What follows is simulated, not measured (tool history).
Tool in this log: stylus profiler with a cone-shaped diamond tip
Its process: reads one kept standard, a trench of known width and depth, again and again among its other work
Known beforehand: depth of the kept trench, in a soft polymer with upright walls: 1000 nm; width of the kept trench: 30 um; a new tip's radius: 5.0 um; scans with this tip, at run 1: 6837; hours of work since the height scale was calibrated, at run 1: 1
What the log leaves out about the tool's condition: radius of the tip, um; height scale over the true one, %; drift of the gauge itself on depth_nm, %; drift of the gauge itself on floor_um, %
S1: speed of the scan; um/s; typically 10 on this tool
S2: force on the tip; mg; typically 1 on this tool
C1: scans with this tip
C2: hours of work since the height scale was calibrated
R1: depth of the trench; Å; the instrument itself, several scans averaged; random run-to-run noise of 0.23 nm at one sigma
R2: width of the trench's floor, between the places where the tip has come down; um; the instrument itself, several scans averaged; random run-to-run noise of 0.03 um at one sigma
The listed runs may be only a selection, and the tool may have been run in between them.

| run | hour | S1 | S2 | C1 | C2 | R1 | R2 |
|---|---|---|---|---|---|---|---|
| 1 | 0 | 10 | 1 | 6837 | 1 | 10090.5 | 23.09 |
| 2 | 17 | 6 | 1 | 6920 | 12 | 10093.2 | 23.06 |
| 3 | 46.3 | 6 | 1 | 7064 | 30 | 10086 | 23.09 |
| 4 | 81.4 | 6 | 1 | 7237 | 52 | 10084.4 | 23.04 |
| 5 | 104.1 | 6 | 1 | 7348 | 66 | 10089 | 23.09 |
| 6 | 140 | 10 | 1 | 7525 | 89 | 10090.3 | 23.07 |
| 7 | 174.1 | 4 | 1 | 7692 | 110 | 10090.3 | 23.07 |
| 8 | 206.8 | 4 | 1 | 7853 | 130 | 10086.6 | 23.03 |
| 9 | 233.1 | 10 | 1 | 7982 | 147 | 10086.4 | 22.97 |
| 10 | 259.2 | 10 | 0.98 | 8110 | 163 | 10083.3 | 22.99 |
| 11 | 278.3 | 13 | 1.08 | 8204 | 175 | 10091.2 | 22.94 |
| 12 | 311.1 | 6 | 1.13 | 8366 | 196 | 10094.3 | 22.92 |
| 13 | 348.5 | 6 | 1.13 | 8549 | 219 | 10091.1 | 22.99 |

Estimate the outcome of run 14 from the log above:
| 14 | 381.8 | 2 | 2.77 | 8713 | 240 | ? | ? |

Run 14 measured R1 10176.5 Å, R2 22.95 um.
Without the tool's hidden state the same run would have given R1 10189.7 Å, R2 24 um.
